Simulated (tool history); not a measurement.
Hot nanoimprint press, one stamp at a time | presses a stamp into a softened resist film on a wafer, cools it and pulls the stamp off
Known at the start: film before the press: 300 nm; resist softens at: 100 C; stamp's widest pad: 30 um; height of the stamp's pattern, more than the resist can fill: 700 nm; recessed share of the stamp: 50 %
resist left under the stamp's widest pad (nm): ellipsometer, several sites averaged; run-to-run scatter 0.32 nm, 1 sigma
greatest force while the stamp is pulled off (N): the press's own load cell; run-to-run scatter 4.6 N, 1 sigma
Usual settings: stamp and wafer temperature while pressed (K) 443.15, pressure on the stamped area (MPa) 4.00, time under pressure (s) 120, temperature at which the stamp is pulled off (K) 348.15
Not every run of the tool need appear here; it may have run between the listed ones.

| run | day | stamp and wafer temperature while pressed (K) | pressure on the stamped area (MPa) | time under pressure (s) | temperature at which the stamp is pulled off (K) | resist left under the stamp's widest pad (nm) | greatest force while the stamp is pulled off (N) |
|---|---|---|---|---|---|---|---|
| 1 | 0.000 | 443.15 | 4.00 | 120 | 348.15 | 123.0 | 225 |
| 2 | 0.429 | 443.15 | 5.29 | 120 | 348.15 | 107.4 | 220 |
| 3 | 0.829 | 443.15 | 5.29 | 120 | 348.15 | 107.0 | 230 |
| 4 | 1.467 | 443.15 | 5.29 | 120 | 348.15 | 106.7 | 219 |
| 5 | 2.383 | 443.15 | 5.29 | 120 | 348.15 | 107.5 | 229 |
| 6 | 3.212 | 453.15 | 4.00 | 120 | 348.15 | 83.7 | 222 |
| 7 | 3.771 | 443.15 | 4.70 | 120 | 348.15 | 113.9 | 220 |
| 8 | 4.579 | 443.15 | 4.70 | 120 | 348.15 | 114.0 | 225 |
| 9 | 5.412 | 443.15 | 4.70 | 120 | 348.15 | 113.5 | 235 |
| 10 | 6.096 | 443.15 | 4.00 | 120 | 348.15 | 123.3 | 219 |
| 11 | 6.646 | 443.15 | 4.00 | 120 | 351.15 | 122.7 | 211 |
| 12 | 7.075 | 443.15 | 4.00 | 120 | 351.15 | 122.4 | 201 |
| 13 | 7.562 | 443.15 | 4.00 | 120 | 351.15 | 122.5 | 214 |
| 14 | 8.279 | 434.15 | 4.00 | 120 | 348.15 | 173.2 | 232 |
| 15 | 8.921 | 434.15 | 4.00 | 120 | 348.15 | 173.5 | 230 |
| 16 | 9.538 | 434.15 | 4.00 | 92 | 348.15 | 188.5 | 220 |
| 17 | 10.046 | 443.15 | 3.85 | 120 | 344.15 | 125.3 | 248 |
|  | 10.938 | stamp cleaned and given a new release coat |
| 18 | 11.238 | 443.15 | 3.85 | 120 | 344.15 | 125.3 | 250 |
| 19 | 11.754 | 445.15 | 5.25 | 120 | 344.15 | 98.9 | 247 |
| 20 | 12.508 | 445.15 | 5.25 | 120 | 344.15 | 99.4 | 246 |
| 21 | 13.000 | 450.15 | 3.32 | 120 | 351.15 | 102.7 | 204 |
| 22 | 13.958 | 432.15 | 4.00 | 77 | 345.15 | 209.2 | 242 |
| 23 | 14.817 | 432.15 | 2.79 | 77 | 345.15 | 230.5 | 238 |
| 24 | 15.538 | 432.15 | 2.79 | 117 | 340.15 | 211.1 | 265 |
| 25 | 16.354 | 451.15 | 4.00 | 120 | 333.15 | 90.4 | 321 |
| 26 | 16.825 | 431.15 | 3.21 | 120 | 333.15 | 207.9 | 313 |
| 27 | 17.275 | 443.15 | 4.74 | 120 | 348.15 | 113.9 | 217 |
| 28 | 17.950 | 443.15 | 4.74 | 120 | 348.15 | 113.5 | 224 |
| 29 | 18.688 | 431.15 | 4.74 | 87 | 341.15 | 198.5 | 266 |
| 30 | 19.262 | 452.15 | 4.74 | 70 | 341.15 | 100.5 | 267 |

4 ways to go on from here, each from the tool as it stands after run 30. What would each give?
| A | 20.096 | 439.15 | 4.00 | 120 | 348.15 | ? | ? |
| B | 20.096 | 452.15 | 4.74 | 156 | 341.15 | ? | ? |
| C | 20.096 | 453.15 | 4.00 | 209 | 347.15 | ? | ? |
| D | 20.096 | 452.15 | 5.78 | 239 | 341.15 | ? | ? |

| run | resist left under the stamp's widest pad (nm) | greatest force while the stamp is pulled off (N) |
|---|---|---|
| A | 144.3 | 224 |
| B | 70.9 | 276 |
| C | 66.0 | 224 |
| D | 53.4 | 265 |
The same runs, with their run-to-run variation unchanged, on a tool lacking any hidden condition would have given:
| run | resist left under the stamp's widest pad (nm) | greatest force while the stamp is pulled off (N) |
|---|---|---|
| A | 144.0 | 221 |
| B | 70.8 | 273 |
| C | 65.9 | 221 |
| D | 53.3 | 262 |

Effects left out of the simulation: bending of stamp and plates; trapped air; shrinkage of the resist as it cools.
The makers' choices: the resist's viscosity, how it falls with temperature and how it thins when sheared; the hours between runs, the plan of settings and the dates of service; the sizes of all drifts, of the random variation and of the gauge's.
